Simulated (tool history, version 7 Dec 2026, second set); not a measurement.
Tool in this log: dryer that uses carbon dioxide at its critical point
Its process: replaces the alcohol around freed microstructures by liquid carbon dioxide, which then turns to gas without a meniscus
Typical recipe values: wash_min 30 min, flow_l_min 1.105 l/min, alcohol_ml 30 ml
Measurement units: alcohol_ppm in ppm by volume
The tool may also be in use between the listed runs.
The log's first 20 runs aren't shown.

run   hour  wash_min  flow_l_min  alcohol_ml  hours of work since the filter was changed  hours of work since the purifier's bed was changed  alcohol_ppm
 21  154.7        30       1.105         113                                         119                                                 163          126
 22  161.4        30       1.105         113                                         124                                                 168          121
 23  171.8        30       0.760         113                                         132                                                 176          575
 24  178.5        30       0.760         113                                         137                                                 181          587
 25  185.2        30       0.760         113                                         141                                                 185          594
 26  193.3        20       0.840          30                                         147                                                 191          460
 27  201.5        21       0.840          30                                         153                                                 197          416
 28  211.8        21       0.840          30                                         160                                                 204          418
 29  216.5        32       0.980          36                                         164                                                 208           88
 30  222.5        30       1.105         103                                         168                                                 212          139
 31  230.3        30       1.490          30                                         174                                                 218           40
 32  235.4        22       1.460          57                                         177                                                 221          109
     236.9  -- inlet filter changed
 33  243.3        22       1.460          57                                           5                                                 226           80
 34  250.0        19       1.040          29                                           9                                                 231          224

Forecast run 35:
 35  256.0        19       1.040          29                                          14                                                 236            ?

Run 35 gave alcohol_ppm 231 ppm by volume.
If the tool had no hidden condition, the same run with the same run-to-run variation would have returned alcohol_ppm 184 ppm by volume.
